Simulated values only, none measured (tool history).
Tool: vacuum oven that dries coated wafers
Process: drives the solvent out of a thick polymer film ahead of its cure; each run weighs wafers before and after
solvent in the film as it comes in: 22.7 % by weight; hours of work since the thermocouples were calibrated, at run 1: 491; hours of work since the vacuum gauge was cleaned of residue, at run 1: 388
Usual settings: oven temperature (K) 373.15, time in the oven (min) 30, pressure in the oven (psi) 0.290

| run | day | oven temperature (K) | time in the oven (min) | pressure in the oven (psi) | hours of work since the thermocouples were calibrated | hours of work since the vacuum gauge was cleaned of residue | solvent left in the film (%) |
|---|---|---|---|---|---|---|---|
| 1 | 0.000 | 373.15 | 30 | 0.290 | 491 | 388 | 3.06 |
| 2 | 0.933 | 373.15 | 53 | 0.290 | 508 | 405 | 2.16 |
| 3 | 1.458 | 373.15 | 53 | 0.213 | 517 | 415 | 1.66 |
| 4 | 2.496 | 373.15 | 53 | 0.213 | 536 | 433 | 1.70 |
| 5 | 3.204 | 373.15 | 53 | 0.213 | 549 | 446 | 1.66 |
| 6 | 3.912 | 373.15 | 30 | 0.290 | 562 | 459 | 3.11 |
| 7 | 4.904 | 373.15 | 30 | 0.290 | 580 | 477 | 3.02 |
| 8 | 5.504 | 373.15 | 30 | 0.290 | 591 | 488 | 3.07 |
| 9 | 6.000 | 373.15 | 30 | 0.553 | 600 | 497 | 4.74 |

Run 10 comes next. What will it give?
| 10 | 6.946 | 383.15 | 31 | 0.579 | 617 | 514 | ? |

solvent left in the film (%): 2.92
Without the tool's hidden state the same run would have given solvent left in the film (%) 2.74.
